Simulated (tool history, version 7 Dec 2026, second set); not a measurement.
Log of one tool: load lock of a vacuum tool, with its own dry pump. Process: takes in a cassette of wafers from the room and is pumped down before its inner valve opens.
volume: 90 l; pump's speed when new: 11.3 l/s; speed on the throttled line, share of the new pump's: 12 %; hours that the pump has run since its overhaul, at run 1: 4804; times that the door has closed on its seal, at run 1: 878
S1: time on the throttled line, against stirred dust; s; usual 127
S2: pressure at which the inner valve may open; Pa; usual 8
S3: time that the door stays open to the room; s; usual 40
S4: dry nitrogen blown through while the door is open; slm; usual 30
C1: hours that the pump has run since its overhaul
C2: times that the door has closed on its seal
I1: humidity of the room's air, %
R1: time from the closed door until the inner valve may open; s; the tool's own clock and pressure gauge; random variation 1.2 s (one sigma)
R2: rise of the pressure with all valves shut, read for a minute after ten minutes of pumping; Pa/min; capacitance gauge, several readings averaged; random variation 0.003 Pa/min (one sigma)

{"run": 1, "hour": 0.0, "S1": 127, "S2": 8, "S3": 40, "S4": 30, "C1": 4804, "C2": 878, "I1": 45.4, "R1": 194.8, "R2": 0.019}
{"run": 2, "hour": 70.5, "S1": 127, "S2": 8, "S3": 40, "S4": 30, "C1": 4874, "C2": 1092, "I1": 45.9, "R1": 195, "R2": 0.02}
{"run": 3, "hour": 159.5, "S1": 127, "S2": 8, "S3": 40, "S4": 30, "C1": 4963, "C2": 1361, "I1": 41.8, "R1": 195.6, "R2": 0.019}
{"run": 4, "hour": 231.3, "S1": 127, "S2": 8, "S3": 40, "S4": 30, "C1": 5035, "C2": 1579, "I1": 42.9, "R1": 196.4, "R2": 0.023}
{"run": 5, "hour": 271.7, "S1": 127, "S2": 8, "S3": 40, "S4": 30, "C1": 5075, "C2": 1701, "I1": 46, "R1": 196.4, "R2": 0.019}
{"run": 6, "hour": 326.7, "S1": 127, "S2": 8, "S3": 40, "S4": 30, "C1": 5130, "C2": 1868, "I1": 41.2, "R1": 194.4, "R2": 0.018}
{"run": 7, "hour": 426.1, "S1": 127, "S2": 8, "S3": 40, "S4": 30, "C1": 5230, "C2": 2169, "I1": 45.2, "R1": 195.4, "R2": 0.019}
{"run": 8, "hour": 479.5, "S1": 127, "S2": 8, "S3": 64, "S4": 6, "C1": 5283, "C2": 2331, "I1": 45.6, "R1": 195, "R2": 0.045}
{"run": 9, "hour": 526.4, "S1": 127, "S2": 8, "S3": 64, "S4": 6, "C1": 5330, "C2": 2473, "I1": 44.3, "R1": 195.4, "R2": 0.044}
{"run": 10, "hour": 594.7, "S1": 127, "S2": 9, "S3": 146, "S4": 6, "C1": 5398, "C2": 2679, "I1": 47.7, "R1": 194.2, "R2": 0.067}
{"run": 11, "hour": 666.0, "S1": 127, "S2": 9, "S3": 68, "S4": 12, "C1": 5470, "C2": 2895, "I1": 45.5, "R1": 195.3, "R2": 0.04}
{"run": 12, "hour": 718.4, "S1": 72, "S2": 7, "S3": 36, "S4": 44, "C1": 5522, "C2": 3054, "I1": 42, "R1": 151.6, "R2": 0.017}
{"run": 13, "hour": 813.9, "S1": 127, "S2": 10, "S3": 145, "S4": 30, "C1": 5618, "C2": 3343, "I1": 44.1, "R1": 194.3, "R2": 0.034}
{"run": 14, "hour": 892.1, "S1": 194, "S2": 9, "S3": 45, "S4": 30, "C1": 5696, "C2": 3580, "I1": 44.2, "R1": 257.9, "R2": 0.031}

The same runs without the tool's hidden state, with the same run-to-run variation:
The hidden state here: pump's speed, % of a new pump's; leak at the door's seal, Pa l/s; drift of the gauge itself on ready_s, %; drift of the gauge itself on rise_pa_min, %.
run=1 R1=186.6 R2=0.017
run=2 R1=186.6 R2=0.017
run=3 R1=187.1 R2=0.015
run=4 R1=187.7 R2=0.019
run=5 R1=187.6 R2=0.015
run=6 R1=185.6 R2=0.013
run=7 R1=186.4 R2=0.014
run=8 R1=186.1 R2=0.039
run=9 R1=186.4 R2=0.038
run=10 R1=185.1 R2=0.061
run=11 R1=186 R2=0.033
run=12 R1=140.7 R2=0.01
run=13 R1=184.9 R2=0.027
run=14 R1=249.5 R2=0.023

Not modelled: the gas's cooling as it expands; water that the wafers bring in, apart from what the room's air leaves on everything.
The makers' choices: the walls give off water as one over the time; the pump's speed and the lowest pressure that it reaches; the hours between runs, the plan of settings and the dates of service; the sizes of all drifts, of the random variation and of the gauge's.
